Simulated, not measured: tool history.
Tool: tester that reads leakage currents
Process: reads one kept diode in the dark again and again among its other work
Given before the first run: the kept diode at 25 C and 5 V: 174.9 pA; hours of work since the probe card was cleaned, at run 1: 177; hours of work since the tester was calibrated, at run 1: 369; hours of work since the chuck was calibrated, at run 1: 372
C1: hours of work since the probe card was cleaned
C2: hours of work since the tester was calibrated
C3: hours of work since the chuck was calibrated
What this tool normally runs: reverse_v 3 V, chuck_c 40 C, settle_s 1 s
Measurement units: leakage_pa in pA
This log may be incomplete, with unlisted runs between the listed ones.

{"run": 1, "hour": 0.0, "reverse_v": 3, "chuck_c": 40, "settle_s": 1, "C1": 177, "C2": 369, "C3": 372, "leakage_pa": 515.57}
{"run": 2, "hour": 28.8, "reverse_v": 3, "chuck_c": 40, "settle_s": 1, "C1": 198, "C2": 390, "C3": 393, "leakage_pa": 518.79}
{"run": 3, "hour": 45.4, "reverse_v": 3, "chuck_c": 40, "settle_s": 1, "C1": 210, "C2": 402, "C3": 405, "leakage_pa": 515.8}
{"run": 4, "hour": 72.7, "reverse_v": 3, "chuck_c": 40, "settle_s": 1, "C1": 231, "C2": 423, "C3": 426, "leakage_pa": 513.93}
{"run": 5, "hour": 106.8, "reverse_v": 3, "chuck_c": 40, "settle_s": 1, "C1": 256, "C2": 448, "C3": 451, "leakage_pa": 513.47}
{"run": 6, "hour": 125.2, "reverse_v": 3, "chuck_c": 40, "settle_s": 1, "C1": 270, "C2": 461, "C3": 464, "leakage_pa": 509.72}
{"run": 7, "hour": 151.6, "reverse_v": 3, "chuck_c": 40, "settle_s": 6.33, "C1": 289, "C2": 481, "C3": 484, "leakage_pa": 509.88}
{"run": 8, "hour": 185.7, "reverse_v": 3, "chuck_c": 37, "settle_s": 7.54, "C1": 314, "C2": 506, "C3": 509, "leakage_pa": 390.39}
{"run": 9, "hour": 214.7, "reverse_v": 3, "chuck_c": 37, "settle_s": 7.54, "C1": 336, "C2": 528, "C3": 531, "leakage_pa": 390.29}
{"run": 10, "hour": 234.3, "reverse_v": 3, "chuck_c": 54, "settle_s": 8.28, "C1": 350, "C2": 542, "C3": 545, "leakage_pa": 1640.56}
{"run": 11, "hour": 248.5, "reverse_v": 1.15, "chuck_c": 28, "settle_s": 2.7, "C1": 361, "C2": 553, "C3": 556, "leakage_pa": 108.18}
{"run": 12, "hour": 272.2, "reverse_v": 1.15, "chuck_c": 28, "settle_s": 2.7, "C1": 379, "C2": 571, "C3": 574, "leakage_pa": 107.26}
{"run": 13, "hour": 302.4, "reverse_v": 2.37, "chuck_c": 55, "settle_s": 1, "C1": 401, "C2": 593, "C3": 596, "leakage_pa": 1579.91}
{"run": 14, "hour": 318.0, "reverse_v": 2.37, "chuck_c": 55, "settle_s": 1, "C1": 413, "C2": 605, "C3": 607, "leakage_pa": 1578.23}

Predict each of these 3 candidate next runs independently; none follows another, all start after run 14:
{"hour": 342.9, "done": "chuck's temperature calibrated"}
{"run": "A", "hour": 347.3, "reverse_v": 3, "chuck_c": 39, "settle_s": 1, "C1": 433, "C2": 625, "C3": 3, "leakage_pa": "?"}
{"hour": 342.9, "done": "chuck's temperature calibrated"}
{"run": "B", "hour": 347.3, "reverse_v": 5.76, "chuck_c": 24, "settle_s": 6.3, "C1": 433, "C2": 625, "C3": 3, "leakage_pa": "?"}
{"hour": 342.9, "done": "chuck's temperature calibrated"}
{"run": "C", "hour": 347.3, "reverse_v": 1.86, "chuck_c": 37, "settle_s": 1, "C1": 433, "C2": 625, "C3": 3, "leakage_pa": "?"}

run=A leakage_pa=501.93
run=B leakage_pa=171.09
run=C leakage_pa=333.73
With the hidden condition removed and each run's random variation left untouched, the same runs would have given:
run=A leakage_pa=498.81
run=B leakage_pa=169.47
run=C leakage_pa=331.66

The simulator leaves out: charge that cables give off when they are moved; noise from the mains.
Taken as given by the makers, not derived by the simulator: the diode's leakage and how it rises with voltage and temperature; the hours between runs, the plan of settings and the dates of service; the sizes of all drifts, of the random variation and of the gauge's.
